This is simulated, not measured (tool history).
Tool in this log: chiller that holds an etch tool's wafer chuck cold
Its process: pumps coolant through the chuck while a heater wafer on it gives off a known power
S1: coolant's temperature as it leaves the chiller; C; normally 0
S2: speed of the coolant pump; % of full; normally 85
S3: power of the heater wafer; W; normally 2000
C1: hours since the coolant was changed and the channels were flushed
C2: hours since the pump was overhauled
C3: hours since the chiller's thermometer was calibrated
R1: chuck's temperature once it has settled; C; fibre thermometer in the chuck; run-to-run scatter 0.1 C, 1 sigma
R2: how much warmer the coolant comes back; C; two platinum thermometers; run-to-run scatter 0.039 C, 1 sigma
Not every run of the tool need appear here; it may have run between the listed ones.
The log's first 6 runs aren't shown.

{"run": 7, "hour": 132.8, "S1": 0, "S2": 85, "S3": 2000, "C1": 3331, "C2": 1167, "C3": 446, "R1": 15.0, "R2": 8.13}
{"run": 8, "hour": 146.8, "S1": 0, "S2": 85, "S3": 2000, "C1": 3345, "C2": 1181, "C3": 460, "R1": 15.2, "R2": 8.22}
{"run": 9, "hour": 174.4, "S1": 0, "S2": 81, "S3": 2000, "C1": 3372, "C2": 1208, "C3": 488, "R1": 15.6, "R2": 8.66}
{"run": 10, "hour": 194.2, "S1": 0, "S2": 85, "S3": 2000, "C1": 3392, "C2": 1228, "C3": 508, "R1": 15.1, "R2": 8.13}
{"run": 11, "hour": 208.7, "S1": -2, "S2": 85, "S3": 2000, "C1": 3407, "C2": 1243, "C3": 522, "R1": 12.9, "R2": 8.19}
{"run": 12, "hour": 236.6, "S1": -2, "S2": 85, "S3": 2000, "C1": 3435, "C2": 1270, "C3": 550, "R1": 13.1, "R2": 8.12}
{"run": 13, "hour": 258.4, "S1": 0, "S2": 85, "S3": 2000, "C1": 3456, "C2": 1292, "C3": 572, "R1": 14.9, "R2": 8.16}
{"run": 14, "hour": 282.9, "S1": 0, "S2": 85, "S3": 2000, "C1": 3481, "C2": 1317, "C3": 596, "R1": 15.1, "R2": 8.08}
{"run": 15, "hour": 314.2, "S1": 0, "S2": 85, "S3": 2000, "C1": 3512, "C2": 1348, "C3": 628, "R1": 15.1, "R2": 8.16}
{"run": 16, "hour": 343.6, "S1": 0, "S2": 82, "S3": 2000, "C1": 3542, "C2": 1377, "C3": 657, "R1": 15.3, "R2": 8.49}
{"run": 17, "hour": 373.9, "S1": 2, "S2": 88, "S3": 1349, "C1": 3572, "C2": 1408, "C3": 687, "R1": 11.8, "R2": 5.18}
{"run": 18, "hour": 388.9, "S1": 0, "S2": 85, "S3": 2133, "C1": 3587, "C2": 1423, "C3": 703, "R1": 16.2, "R2": 8.62}
{"run": 19, "hour": 410.6, "S1": 0, "S2": 85, "S3": 2133, "C1": 3609, "C2": 1444, "C3": 724, "R1": 16.0, "R2": 8.59}
{"run": 20, "hour": 431.4, "S1": 4, "S2": 94, "S3": 2000, "C1": 3629, "C2": 1465, "C3": 745, "R1": 17.8, "R2": 7.19}
{"run": 21, "hour": 450.3, "S1": 4, "S2": 89, "S3": 2539, "C1": 3648, "C2": 1484, "C3": 764, "R1": 22.4, "R2": 9.74}
{"run": 22, "hour": 467.0, "S1": 9, "S2": 82, "S3": 1585, "C1": 3665, "C2": 1501, "C3": 781, "R1": 21.4, "R2": 6.53}
{"run": 23, "hour": 485.2, "S1": 8, "S2": 82, "S3": 1268, "C1": 3683, "C2": 1519, "C3": 799, "R1": 17.9, "R2": 5.19}
{"run": 24, "hour": 514.4, "S1": 0, "S2": 76, "S3": 2523, "C1": 3712, "C2": 1548, "C3": 828, "R1": 20.9, "R2": 11.45}
{"run": 25, "hour": 530.5, "S1": -1, "S2": 73, "S3": 1111, "C1": 3729, "C2": 1564, "C3": 844, "R1": 8.3, "R2": 5.19}
{"run": 26, "hour": 543.9, "S1": -1, "S2": 70, "S3": 2217, "C1": 3742, "C2": 1578, "C3": 858, "R1": 18.5, "R2": 11.16}
{"run": 27, "hour": 561.9, "S1": -1, "S2": 75, "S3": 2000, "C1": 3760, "C2": 1596, "C3": 876, "R1": 15.8, "R2": 9.23}
{"run": 28, "hour": 575.2, "S1": 0, "S2": 85, "S3": 2127, "C1": 3773, "C2": 1609, "C3": 889, "R1": 16.1, "R2": 8.55}
{"run": 29, "hour": 590.1, "S1": 6, "S2": 62, "S3": 2987, "C1": 3788, "C2": 1624, "C3": 904, "R1": 35.1, "R2": 17.18}
{"run": 30, "hour": 620.0, "S1": 6, "S2": 62, "S3": 1717, "C1": 3818, "C2": 1654, "C3": 934, "R1": 22.8, "R2": 9.75}
{"run": 31, "hour": 639.9, "S1": -8, "S2": 85, "S3": 2000, "C1": 3838, "C2": 1674, "C3": 953, "R1": 7.0, "R2": 7.94}

Forecast each of these 3 alternatives for the next run:
{"run": "A", "hour": 662.3, "S1": 6, "S2": 77, "S3": 2000, "C1": 3860, "C2": 1696, "C3": 976, "R1": "?", "R2": "?"}
{"run": "B", "hour": 662.3, "S1": -8, "S2": 85, "S3": 2650, "C1": 3860, "C2": 1696, "C3": 976, "R1": "?", "R2": "?"}
{"run": "C", "hour": 662.3, "S1": 6, "S2": 85, "S3": 1413, "C1": 3860, "C2": 1696, "C3": 976, "R1": "?", "R2": "?"}

run=A R1=22.2 R2=8.93
run=B R1=12.2 R2=10.64
run=C R1=16.7 R2=5.47
Stripped of hidden state, with their random variation kept, the same runs would have yielded:
run=A R1=22.2 R2=9.28
run=B R1=12.2 R2=10.98
run=C R1=16.7 R2=5.82

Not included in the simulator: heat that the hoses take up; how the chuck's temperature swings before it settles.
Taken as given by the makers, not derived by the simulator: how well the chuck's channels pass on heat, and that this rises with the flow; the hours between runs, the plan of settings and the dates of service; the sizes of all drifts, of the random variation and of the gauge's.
